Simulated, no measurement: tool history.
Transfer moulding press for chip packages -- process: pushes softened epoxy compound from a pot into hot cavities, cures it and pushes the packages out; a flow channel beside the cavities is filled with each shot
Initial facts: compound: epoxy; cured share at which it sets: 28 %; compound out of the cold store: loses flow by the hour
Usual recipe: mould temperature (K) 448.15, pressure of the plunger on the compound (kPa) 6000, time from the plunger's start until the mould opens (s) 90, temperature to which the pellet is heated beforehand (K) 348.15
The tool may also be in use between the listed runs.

run     day  mould temperature (K)  pressure of the plunger on the compound (kPa)  time from the plunger's start until the mould opens (s)  temperature to which the pellet is heated beforehand (K)  incoming compound's hours out of the cold store  length that the compound runs in the flow channel (mm)  greatest force on the pins that push the packages out (N)
  1       0                 448.15                                           6000                                                       90                                                    348.15                                             23.9                                                     517                                                        534
      1.046  -- cavities cleaned with cleaning compound and waxed
  2   2.258                 448.15                                           6000                                                       90                                                    340.15                                             43.5                                                     464                                                        577
  3   4.575                 449.15                                           6000                                                       90                                                    348.15                                               40                                                     463                                                        532
      4.958  -- cavities cleaned with cleaning compound and waxed
      5.321  -- plunger's sealing rings changed
  4   5.938                 440.15                                           6000                                                       90                                                    348.15                                             28.6                                                     524                                                        777
  5   8.671                 448.15                                           6000                                                       94                                                    348.15                                             10.1                                                     565                                                        537
      9.025  -- cavities cleaned with cleaning compound and waxed
     11.075  -- cavities cleaned with cleaning compound and waxed, once more
  6    11.1                 448.15                                           6000                                                       94                                                    348.15                                             17.4                                                     538                                                        353
  7  13.575                 448.15                                           6000                                                       94                                                    348.15                                             17.4                                                     532                                                        524
  8    14.7                 448.15                                           6000                                                       94                                                    348.15                                             46.1                                                     455                                                        519
     15.017  -- cavities cleaned with cleaning compound and waxed
     15.325  -- plunger's sealing rings changed
  9  16.812                 448.15                                           6000                                                       94                                                    348.15                                             18.1                                                     538                                                        494
 10  17.958                 448.15                                           6000                                                       94                                                    348.15                                             29.5                                                     504                                                        507
     18.988  -- cavities cleaned with cleaning compound and waxed
 11  19.967                 448.15                                           6000                                                       94                                                    348.15                                             25.5                                                     514                                                        448
 12    21.6                 448.15                                           6000                                                      100                                                    348.15                                             10.1                                                     563                                                        492
     22.925  -- cavities cleaned with cleaning compound and waxed
 13  24.312                 448.15                                           6000                                                      100                                                    348.15                                              8.1                                                     562                                                        475
     25.275  -- plunger's sealing rings changed
 14  25.996                 448.15                                           6000                                                       90                                                    344.15                                             38.7                                                     486                                                        533
       26.9  -- cavities cleaned with cleaning compound and waxed
 15  27.354                 448.15                                           6000                                                       90                                                    344.15                                             36.7                                                     484                                                        402
 16  29.738                 448.15                                           6000                                                       90                                                    343.15                                             41.7                                                     471                                                        522
     30.812  -- cavities cleaned with cleaning compound and waxed
 17   31.65                 450.15                                           5200                                                       86                                                    356.15                                             23.5                                                     480                                                        446
 18  33.371                 450.15                                           6160                                                      109                                                    343.15                                               35                                                     488                                                        453
     34.792  -- cavities cleaned with cleaning compound and waxed
     35.233  -- plunger's sealing rings changed
 19  36.288                 450.15                                           6160                                                      109                                                    343.15                                               14                                                     559                                                        417
 20  38.162                 450.15                                           6160                                                      109                                                    343.15                                               13                                                     565                                                        461
      38.95  -- cavities cleaned with cleaning compound and waxed
     39.358  -- mould's thermocouples calibrated
 21  39.938                 445.15                                           6000                                                      123                                                    348.15                                             47.8                                                     459                                                        386
 22  42.158                 445.15                                           6000                                                      123                                                    348.15                                             44.8                                                     462                                                        447
     43.004  -- cavities cleaned with cleaning compound and waxed
 23  44.608                 445.15                                           6000                                                       76                                                    348.15                                             17.9                                                     534                                                        868
     45.338  -- plunger's sealing rings changed
 24  46.212                 445.15                                           6000                                                       76                                                    348.15                                               16                                                     549                                                        945
     46.996  -- cavities cleaned with cleaning compound and waxed
 25  48.467                 449.15                                           6000                                                       89                                                    348.15                                             42.6                                                     464                                                        452
 26  50.346                 446.15                                           5070                                                       72                                                    348.15                                             20.1                                                     487                                                        956
     50.846  -- cavities cleaned with cleaning compound and waxed
 27  52.821                 446.15                                           5070                                                       72                                                    348.15                                             27.4                                                     467                                                        928
     54.725  -- cavities cleaned with cleaning compound and waxed
 28  54.725                 451.15                                           7460                                                       93                                                    346.15                                             39.9                                                     518                                                        306

A few steps of length that the compound runs in the flow channel (mm) between consecutive runs. Split each: what settings, incoming material and random variation would produce without the hidden state, and what is left over for the hidden state, along with gauge scatter present in only one of the two compared results (measured, and without hidden state):
Hidden conditions of the tool in this case: true mould temperature over the reading, C; pressure that reaches the compound, % of what is set; grip of the stained cavities, % over clean ones'; drift of the gauge itself on flow_mm, %; drift of the gauge itself on push_out_n, %.
Run 3 -> 4: mould temperature (K) 449.15 -> 440.15, cavities cleaned with cleaning compound and waxed, plunger's sealing rings changed. length that the compound runs in the flow channel (mm) +61: hidden state +11, all else +50.
Run 13 -> 14: time from the plunger's start until the mould opens (s) 100 -> 90, temperature to which the pellet is heated beforehand (K) 348.15 -> 344.15, plunger's sealing rings changed. length that the compound runs in the flow channel (mm) -76: hidden state +13, all else -89.
Run 20 -> 21: mould temperature (K) 450.15 -> 445.15, pressure of the plunger on the compound (kPa) 6160 -> 6000, time from the plunger's start until the mould opens (s) 109 -> 123, temperature to which the pellet is heated beforehand (K) 343.15 -> 348.15, cavities cleaned with cleaning compound and waxed, mould's thermocouples calibrated. length that the compound runs in the flow channel (mm) -106: hidden state -3, all else -103.
Run 24 -> 25: mould temperature (K) 445.15 -> 449.15, time from the plunger's start until the mould opens (s) 76 -> 89, cavities cleaned with cleaning compound and waxed. length that the compound runs in the flow channel (mm) -85: hidden state -3, all else -82.
